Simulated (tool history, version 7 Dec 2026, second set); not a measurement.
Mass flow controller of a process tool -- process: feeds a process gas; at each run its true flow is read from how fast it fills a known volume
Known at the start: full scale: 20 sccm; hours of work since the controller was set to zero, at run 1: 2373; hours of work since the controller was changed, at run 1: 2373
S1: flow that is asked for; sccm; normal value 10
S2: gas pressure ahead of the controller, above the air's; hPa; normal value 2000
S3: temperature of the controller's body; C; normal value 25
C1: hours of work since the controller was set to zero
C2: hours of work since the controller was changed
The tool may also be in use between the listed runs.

Run 1, hour 0: usual settings; C1 2373; C2 2373. Result: true flow (%) 98.76.
Run 2, hour 41: usual settings; C1 2386; C2 2386. Result: true flow (%) 98.75.
Run 3, hour 106.3: usual settings; C1 2407; C2 2407. Result: true flow (%) 98.78.
Run 4, hour 165.7: usual settings; C1 2427; C2 2427. Result: true flow (%) 98.75.
Run 5, hour 236.1: usual settings but S1 15 sccm; C1 2449; C2 2449. Result: true flow (%) 99.32.
Run 6, hour 291: usual settings but S1 15 sccm; C1 2467; C2 2467. Result: true flow (%) 99.28.
Run 7, hour 373.5: usual settings; C1 2494; C2 2494. Result: true flow (%) 98.65.
Run 8, hour 427.4: usual settings; C1 2512; C2 2512. Result: true flow (%) 98.64.
Run 9, hour 466.7: usual settings; C1 2524; C2 2524. Result: true flow (%) 98.55.
Run 10, hour 548.3: usual settings; C1 2551; C2 2551. Result: true flow (%) 98.54.
Run 11, hour 590.7: usual settings; C1 2565; C2 2565. Result: true flow (%) 98.53.
Run 12, hour 652.9: usual settings; C1 2585; C2 2585. Result: true flow (%) 98.57.
Run 13, hour 697.6: usual settings but S1 6 sccm; C1 2600; C2 2600. Result: true flow (%) 98.13.
Run 14, hour 763.6: usual settings; C1 2621; C2 2621. Result: true flow (%) 98.44.
Run 15, hour 827.8: usual settings; C1 2642; C2 2642. Result: true flow (%) 98.49.
Run 16, hour 913.6: usual settings; C1 2670; C2 2670. Result: true flow (%) 98.54.
Run 17, hour 982.4: usual settings; C1 2692; C2 2692. Result: true flow (%) 98.47.
Run 18, hour 1038.2: usual settings; C1 2710; C2 2710. Result: true flow (%) 98.4.
Run 19, hour 1098.8: usual settings; C1 2730; C2 2730. Result: true flow (%) 98.48.
Run 20, hour 1180.5: usual settings; C1 2757; C2 2757. Result: true flow (%) 98.27.
Run 21, hour 1239.1: usual settings; C1 2776; C2 2776. Result: true flow (%) 98.29.
Run 22, hour 1279.5: usual settings but S3 23 C; C1 2789; C2 2789. Result: true flow (%) 98.23.
Run 23, hour 1324.8: usual settings but S1 3 sccm, S2 2330 hPa; C1 2804; C2 2804. Result: true flow (%) 97.74.
Run 24, hour 1386.2: usual settings but S1 3 sccm, S2 2330 hPa; C1 2824; C2 2824. Result: true flow (%) 97.61.
Run 25, hour 1445.5: usual settings but S1 8 sccm, S2 2210 hPa, S3 29 C; C1 2843; C2 2843. Result: true flow (%) 98.53.
Run 26, hour 1514.2: usual settings but S1 14 sccm, S2 1550 hPa, S3 39 C; C1 2865; C2 2865. Result: true flow (%) 99.62.
Run 27, hour 1596.9: usual settings but S1 5 sccm, S2 2080 hPa, S3 39 C; C1 2892; C2 2892. Result: true flow (%) 98.83.
Run 28, hour 1650.4: usual settings but S1 5 sccm, S2 2080 hPa, S3 39 C; C1 2910; C2 2910. Result: true flow (%) 98.83.
Run 29, hour 1687.6: usual settings but S1 5 sccm, S2 2080 hPa, S3 39 C; C1 2922; C2 2922. Result: true flow (%) 98.71.
Run 30, hour 1764.8: usual settings but S2 2710 hPa, S3 39 C; C1 2947; C2 2947. Result: true flow (%) 99.68.
Run 31, hour 1812.9: usual settings but S2 2710 hPa, S3 39 C; C1 2962; C2 2962. Result: true flow (%) 99.84.
Run 32, hour 1868.3: usual settings but S1 3 sccm, S3 30 C; C1 2980; C2 2980. Result: true flow (%) 97.71.
Run 33, hour 1935.1: usual settings but S3 30 C; C1 3002; C2 3002. Result: true flow (%) 98.51.
Run 34, hour 2010.6: usual settings but S2 1980 hPa, S3 32 C; C1 3027; C2 3027. Result: true flow (%) 98.69.
Run 35, hour 2051.9: usual settings but S2 1980 hPa, S3 32 C; C1 3040; C2 3040. Result: true flow (%) 98.66.
Run 36, hour 2128.8: usual settings but S2 1980 hPa, S3 32 C; C1 3065; C2 3065. Result: true flow (%) 98.69.
Run 37, hour 2191.8: usual settings but S2 2370 hPa, S3 32 C; C1 3086; C2 3086. Result: true flow (%) 98.89.
Run 38, hour 2257.2: usual settings but S2 2370 hPa, S3 32 C; C1 3107; C2 3107. Result: true flow (%) 98.93.
Run 39, hour 2301.6: usual settings but S1 5 sccm, S3 27 C; C1 3121; C2 3121. Result: true flow (%) 97.55.
At hour 2357.3: gauge calibrated.
Run 40, hour 2363: usual settings but S1 5 sccm, S3 27 C; C1 3141; C2 3141. Result: true flow (%) 98.3.

Alternative continuations, all from the tool just after run 40; predict every row:
Run A, hour 2407.5: usual settings but S1 12 sccm, S2 1660 hPa; C1 3156; C2 3156. Result: true flow (%) ?.
Run B, hour 2407.5: usual settings but S1 5 sccm, S2 1970 hPa, S3 37 C; C1 3156; C2 3156. Result: true flow (%) ?.
Run C, hour 2407.5: usual settings but S1 2 sccm, S2 1700 hPa, S3 39 C; C1 3156; C2 3156. Result: true flow (%) ?.
Run D, hour 2407.5: usual settings but S1 5 sccm, S2 2630 hPa, S3 30 C; C1 3156; C2 3156. Result: true flow (%) ?.
Run E, hour 2407.5: usual settings but S1 8 sccm, S3 27 C; C1 3156; C2 3156. Result: true flow (%) ?.

run  true flow (%)
  A          98.85
  B          99.01
  C          98.55
  D          98.95
  E          98.58
What these runs would have given with no unlogged condition in the tool:
run  true flow (%)
  A          98.84
  B          99.01
  C          98.59
  D          98.96
  E          98.58
